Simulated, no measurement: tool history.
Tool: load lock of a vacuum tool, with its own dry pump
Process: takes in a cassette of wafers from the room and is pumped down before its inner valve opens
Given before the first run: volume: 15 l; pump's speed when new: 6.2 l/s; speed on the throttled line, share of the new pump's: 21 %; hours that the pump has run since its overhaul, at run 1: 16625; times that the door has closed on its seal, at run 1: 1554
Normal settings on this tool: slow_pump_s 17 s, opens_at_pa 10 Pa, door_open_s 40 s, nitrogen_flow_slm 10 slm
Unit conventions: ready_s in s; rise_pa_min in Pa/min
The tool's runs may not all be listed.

run	hour	slow_pump_s	opens_at_pa	door_open_s	nitrogen_flow_slm	hours that the pump has run since its overhaul	times that the door has closed on its seal	incoming humidity of the room's air, %	ready_s	rise_pa_min
1	0.0	17	10	40	10	16625	1554	47.2	37.4	0.060
2	121.8	17	10	40	8	16747	1895	44.4	37.2	0.059
3	222.5	10	10	40	10	16847	2177	44.9	32.3	0.063
4	352.5	10	10	40	10	16977	2541	46.9	32.3	0.061
5	439.5	17	18	40	10	17064	2785	44.7	35.7	0.060
6	605.8	17	10	40	10	17231	3251	46.3	37.7	0.069
7	698.3	17	8	40	10	17323	3510	43.1	38.5	0.054
8	841.8	17	8	40	10	17467	3912	47.9	38.6	0.063
9	929.8	17	8	40	25	17555	4158	45.0	38.0	0.045
10	1029.2	17	8	40	25	17654	4437	44.8	38.2	0.045
11	1121.1	17	10	40	10	17746	4694	47.1	37.6	0.067
12	1215.8	8	10	40	10	17841	4959	46.9	30.7	0.073
13	1347.7	8	10	40	10	17973	5328	43.5	31.2	0.064
14	1532.5	8	10	40	10	18157	5846	44.1	31.1	0.067
15	1643.9	17	15	40	10	18269	6158	41.9	36.9	0.073
16	1768.2	17	15	40	30	18393	6506	47.7	36.7	0.054
17	1860.3	17	15	40	30	18485	6764	45.9	36.6	0.050
18	2044.6	17	15	40	5	18670	7280	43.9	36.4	0.089
19	2197.0	26	15	211	10	18822	7707	43.4	43.5	0.112
20	2283.7	26	15	211	10	18909	7950	47.1	43.4	0.127
21	2442.4	9	15	37	26	19067	8394	41.2	30.7	0.064
22	2589.6	8	15	35	17	19215	8807	45.1	29.8	0.071
23	2686.8	17	10	166	8	19312	9079	44.8	38.1	0.126
24	2817.3	27	10	198	23	19442	9444	48.5	45.5	0.093
25	2892.9	10	10	198	23	19518	9656	44.7	32.6	0.093
26	3036.6	23	10	40	17	19662	10058	45.6	43.0	0.075
27	3160.5	23	10	40	17	19785	10406	47.1	42.9	0.073
28	3298.4	12	10	108	21	19923	10792	44.8	34.4	0.088
29	3388.9	12	10	108	21	20014	11045	47.5	34.2	0.093
30	3495.0	12	10	108	20	20120	11342	42.5	34.2	0.087
# hour 3512.0: dry pump taken out, an overhauled one fitted
31	3661.5	20	8	151	10	149	11792	44.2	39.1	0.117
32	3782.4	11	8	97	10	270	12130	47.9	31.7	0.116
33	3933.6	11	14	114	18	422	12554	45.1	30.1	0.098
34	4086.4	11	14	114	18	574	12982	45.8	30.2	0.104
35	4187.0	11	14	114	18	675	13264	45.1	30.1	0.102
36	4284.4	17	20	27	40	772	13536	45.1	34.1	0.069

Each row is a separate what-if for the run after 36, all from the same tool condition, not one after another. Results?
A	4439.7	20	10	40	10	928	13971	40.0	?	?
B	4439.7	24	10	221	10	928	13971	44.0	?	?
C	4439.7	27	8	40	6	928	13971	45.6	?	?
D	4439.7	17	11	40	10	928	13971	45.8	?	?
E	4439.7	17	7	27	8	928	13971	45.0	?	?

run	ready_s	rise_pa_min
A	38.4	0.099
B	41.6	0.138
C	44.8	0.106
D	35.4	0.098
E	37.0	0.101
With no hidden state in the tool, these same runs would have given:
run	ready_s	rise_pa_min
A	38.4	0.052
B	41.5	0.091
C	44.8	0.059
D	35.3	0.050
E	36.9	0.053
